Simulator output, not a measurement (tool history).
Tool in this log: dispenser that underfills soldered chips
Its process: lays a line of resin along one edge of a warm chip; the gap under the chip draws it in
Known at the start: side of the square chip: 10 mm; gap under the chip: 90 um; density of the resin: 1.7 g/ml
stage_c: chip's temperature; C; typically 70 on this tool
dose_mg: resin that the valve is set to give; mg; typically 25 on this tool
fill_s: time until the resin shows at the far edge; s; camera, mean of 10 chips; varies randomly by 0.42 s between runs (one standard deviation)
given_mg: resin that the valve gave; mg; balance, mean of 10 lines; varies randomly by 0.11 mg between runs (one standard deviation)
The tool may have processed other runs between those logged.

{"run": 1, "day": 0.0, "stage_c": 70, "dose_mg": 25, "fill_s": 30.7, "given_mg": 24.57}
{"run": 2, "day": 0.171, "stage_c": 61, "dose_mg": 25, "fill_s": 49.4, "given_mg": 24.6}
{"run": 3, "day": 0.308, "stage_c": 61, "dose_mg": 25, "fill_s": 58.5, "given_mg": 24.46}
{"day": 0.471, "done": "new syringe of resin"}
{"run": 4, "day": 0.508, "stage_c": 61, "dose_mg": 25, "fill_s": 41.5, "given_mg": 24.38}
{"run": 5, "day": 0.638, "stage_c": 61, "dose_mg": 25, "fill_s": 48.1, "given_mg": 24.04}
{"run": 6, "day": 0.721, "stage_c": 61, "dose_mg": 25, "fill_s": 52.8, "given_mg": 24.27}
{"run": 7, "day": 0.867, "stage_c": 70, "dose_mg": 21.7, "fill_s": 46.2, "given_mg": 20.97}
{"day": 0.971, "done": "new syringe of resin"}
{"run": 8, "day": 0.971, "stage_c": 70, "dose_mg": 21.7, "fill_s": 30.5, "given_mg": 21.08}
{"run": 9, "day": 1.104, "stage_c": 70, "dose_mg": 21.7, "fill_s": 34.9, "given_mg": 20.91}
{"run": 10, "day": 1.217, "stage_c": 70, "dose_mg": 21.7, "fill_s": 40.1, "given_mg": 20.96}
{"run": 11, "day": 1.296, "stage_c": 70, "dose_mg": 26.6, "fill_s": 42.1, "given_mg": 25.69}
{"day": 1.471, "done": "new syringe of resin"}
{"run": 12, "day": 1.496, "stage_c": 68, "dose_mg": 26.6, "fill_s": 31.6, "given_mg": 25.59}
{"run": 13, "day": 1.654, "stage_c": 84, "dose_mg": 25.4, "fill_s": 22.5, "given_mg": 24.52}
{"run": 14, "day": 1.796, "stage_c": 84, "dose_mg": 25.4, "fill_s": 26.9, "given_mg": 24.41}
{"run": 15, "day": 1.883, "stage_c": 70, "dose_mg": 32.3, "fill_s": 45.6, "given_mg": 30.86}
{"day": 1.971, "done": "new syringe of resin"}
{"run": 16, "day": 2.012, "stage_c": 74, "dose_mg": 22.8, "fill_s": 27.2, "given_mg": 21.88}
{"run": 17, "day": 2.154, "stage_c": 68, "dose_mg": 24, "fill_s": 39, "given_mg": 23.07}

Expected results for the next run?
{"run": 18, "day": 2.262, "stage_c": 68, "dose_mg": 24, "fill_s": "?", "given_mg": "?"}

fill_s: 43.8 s
given_mg: 22.93 mg
Minus the tool's unlogged condition, the same run would have read fill_s 31.8 s, given_mg 24.02 mg.
